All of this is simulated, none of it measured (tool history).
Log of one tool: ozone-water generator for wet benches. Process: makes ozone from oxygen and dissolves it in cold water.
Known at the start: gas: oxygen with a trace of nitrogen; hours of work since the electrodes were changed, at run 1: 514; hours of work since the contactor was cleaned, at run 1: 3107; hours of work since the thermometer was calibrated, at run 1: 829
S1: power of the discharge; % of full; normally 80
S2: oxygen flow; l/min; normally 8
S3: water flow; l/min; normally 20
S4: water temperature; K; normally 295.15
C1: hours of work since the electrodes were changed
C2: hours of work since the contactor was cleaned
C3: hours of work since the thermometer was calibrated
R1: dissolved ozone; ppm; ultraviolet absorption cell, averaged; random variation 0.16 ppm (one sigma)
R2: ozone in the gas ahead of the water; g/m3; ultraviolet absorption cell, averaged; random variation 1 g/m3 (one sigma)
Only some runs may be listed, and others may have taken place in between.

{"run": 1, "hour": 0.0, "S1": 80, "S2": 8, "S3": 20, "S4": 295.15, "C1": 514, "C2": 3107, "C3": 829, "R1": 20.8, "R2": 171.7}
{"run": 2, "hour": 19.8, "S1": 80, "S2": 8, "S3": 20, "S4": 295.15, "C1": 534, "C2": 3127, "C3": 848, "R1": 20.8, "R2": 175.3}
{"run": 3, "hour": 42.1, "S1": 80, "S2": 8, "S3": 20, "S4": 295.15, "C1": 556, "C2": 3149, "C3": 871, "R1": 21.1, "R2": 172.7}
{"run": 4, "hour": 89.5, "S1": 80, "S2": 6.11, "S3": 20, "S4": 295.15, "C1": 603, "C2": 3197, "C3": 918, "R1": 22, "R2": 204.5}
{"run": 5, "hour": 138.0, "S1": 80, "S2": 8, "S3": 20, "S4": 295.15, "C1": 652, "C2": 3245, "C3": 966, "R1": 20.7, "R2": 172.6}
{"run": 6, "hour": 182.1, "S1": 80, "S2": 6.03, "S3": 20, "S4": 295.15, "C1": 696, "C2": 3289, "C3": 1010, "R1": 22, "R2": 206.3}
{"run": 7, "hour": 212.9, "S1": 80, "S2": 6.03, "S3": 20, "S4": 295.15, "C1": 727, "C2": 3320, "C3": 1041, "R1": 22, "R2": 207.6}
{"run": 8, "hour": 260.4, "S1": 80, "S2": 6.03, "S3": 20, "S4": 295.15, "C1": 774, "C2": 3367, "C3": 1089, "R1": 22, "R2": 203.7}
{"run": 9, "hour": 296.1, "S1": 80, "S2": 6.03, "S3": 20, "S4": 295.15, "C1": 810, "C2": 3403, "C3": 1124, "R1": 22, "R2": 206.9}
{"run": 10, "hour": 332.5, "S1": 80, "S2": 6.03, "S3": 20, "S4": 297.15, "C1": 846, "C2": 3439, "C3": 1161, "R1": 21.5, "R2": 205.7}
{"run": 11, "hour": 362.7, "S1": 80, "S2": 6.03, "S3": 20, "S4": 297.15, "C1": 876, "C2": 3469, "C3": 1191, "R1": 21.5, "R2": 206.6}
{"run": 12, "hour": 382.6, "S1": 80, "S2": 6.03, "S3": 20, "S4": 297.15, "C1": 896, "C2": 3489, "C3": 1211, "R1": 21.3, "R2": 207.8}
{"run": 13, "hour": 418.1, "S1": 80, "S2": 6.03, "S3": 20, "S4": 297.15, "C1": 932, "C2": 3525, "C3": 1246, "R1": 21.1, "R2": 205.7}
{"run": 14, "hour": 460.8, "S1": 80, "S2": 6.03, "S3": 20, "S4": 297.15, "C1": 974, "C2": 3567, "C3": 1289, "R1": 21.5, "R2": 202}
{"run": 15, "hour": 496.8, "S1": 80, "S2": 8, "S3": 20, "S4": 295.15, "C1": 1010, "C2": 3603, "C3": 1325, "R1": 20.7, "R2": 171.6}
{"run": 16, "hour": 537.6, "S1": 80, "S2": 8, "S3": 20, "S4": 295.15, "C1": 1051, "C2": 3644, "C3": 1366, "R1": 20.9, "R2": 169.9}
{"run": 17, "hour": 569.6, "S1": 80, "S2": 8, "S3": 20, "S4": 295.15, "C1": 1083, "C2": 3676, "C3": 1398, "R1": 20.8, "R2": 170.5}
{"run": 18, "hour": 608.6, "S1": 80, "S2": 8, "S3": 20, "S4": 295.15, "C1": 1122, "C2": 3715, "C3": 1436, "R1": 21.2, "R2": 171.7}
{"run": 19, "hour": 635.1, "S1": 51, "S2": 13.04, "S3": 20, "S4": 295.15, "C1": 1148, "C2": 3742, "C3": 1463, "R1": 12.3, "R2": 83.4}
{"run": 20, "hour": 664.8, "S1": 70, "S2": 13.04, "S3": 20, "S4": 301.15, "C1": 1178, "C2": 3771, "C3": 1493, "R1": 14.1, "R2": 109.8}
{"run": 21, "hour": 693.6, "S1": 70, "S2": 13.04, "S3": 20, "S4": 301.15, "C1": 1207, "C2": 3800, "C3": 1521, "R1": 14.1, "R2": 111.1}
{"run": 22, "hour": 714.5, "S1": 70, "S2": 13.04, "S3": 20, "S4": 301.15, "C1": 1228, "C2": 3821, "C3": 1542, "R1": 13.8, "R2": 110.9}
{"run": 23, "hour": 760.9, "S1": 70, "S2": 13.04, "S3": 20, "S4": 301.15, "C1": 1274, "C2": 3867, "C3": 1589, "R1": 13.9, "R2": 110.8}
{"run": 24, "hour": 804.1, "S1": 70, "S2": 4.31, "S3": 30, "S4": 301.15, "C1": 1317, "C2": 3910, "C3": 1632, "R1": 12.8, "R2": 224.4}
{"run": 25, "hour": 837.4, "S1": 80, "S2": 7.83, "S3": 29, "S4": 295.15, "C1": 1350, "C2": 3944, "C3": 1665, "R1": 15.4, "R2": 173.4}
{"run": 26, "hour": 876.5, "S1": 74, "S2": 4.37, "S3": 22, "S4": 292.15, "C1": 1390, "C2": 3983, "C3": 1704, "R1": 20.4, "R2": 236.5}
{"run": 27, "hour": 896.9, "S1": 91, "S2": 8, "S3": 24, "S4": 295.15, "C1": 1410, "C2": 4003, "C3": 1724, "R1": 20.1, "R2": 188.4}
{"run": 28, "hour": 931.5, "S1": 91, "S2": 8, "S3": 24, "S4": 295.15, "C1": 1444, "C2": 4038, "C3": 1759, "R1": 20.5, "R2": 187.5}
{"run": 29, "hour": 979.7, "S1": 72, "S2": 4.96, "S3": 15, "S4": 291.15, "C1": 1493, "C2": 4086, "C3": 1807, "R1": 27.6, "R2": 210.4}
{"run": 30, "hour": 1003.1, "S1": 40, "S2": 7.57, "S3": 16, "S4": 298.15, "C1": 1516, "C2": 4109, "C3": 1830, "R1": 12.7, "R2": 95.6}
{"run": 31, "hour": 1041.8, "S1": 54, "S2": 8, "S3": 20, "S4": 295.15, "C1": 1555, "C2": 4148, "C3": 1869, "R1": 14.7, "R2": 119.4}
{"run": 32, "hour": 1076.3, "S1": 54, "S2": 8, "S3": 20, "S4": 295.15, "C1": 1589, "C2": 4182, "C3": 1904, "R1": 14.9, "R2": 117.1}
{"run": 33, "hour": 1106.3, "S1": 50, "S2": 8, "S3": 14, "S4": 295.15, "C1": 1619, "C2": 4212, "C3": 1934, "R1": 17.5, "R2": 112.1}

Pick out some run-to-run changes in R2. Of each, how much would a tool without hidden state show as well, from the settings, what came in and chance, and how much is left for the hidden state and any gauge scatter not in both results compared?
The tool's hidden condition here consists of: yield of the discharge, % of new electrodes'; contactor's efficiency, % of a clean one's; true water temperature over the reading, C; drift of the gauge itself on ozone_ppm, %; drift of the gauge itself on gas_g_m3, %.
Run 18 -> 19: S1 80 -> 51, S2 8 -> 13.04. R2 -88.3 g/m3: hidden state +1.2, all else -89.5.
Run 23 -> 24: S2 13.04 -> 4.31, S3 20 -> 30. R2 +113.6 g/m3: hidden state -2.3, all else +115.9.
Run 25 -> 26: S1 80 -> 74, S2 7.83 -> 4.37, S3 29 -> 22, S4 295.15 -> 292.15. R2 +63.1 g/m3: hidden state -1.6, all else +64.7.
Run 29 -> 30: S1 72 -> 40, S2 4.96 -> 7.57, S3 15 -> 16, S4 291.15 -> 298.15. R2 -114.8 g/m3: hidden state +2.7, all else -117.5.

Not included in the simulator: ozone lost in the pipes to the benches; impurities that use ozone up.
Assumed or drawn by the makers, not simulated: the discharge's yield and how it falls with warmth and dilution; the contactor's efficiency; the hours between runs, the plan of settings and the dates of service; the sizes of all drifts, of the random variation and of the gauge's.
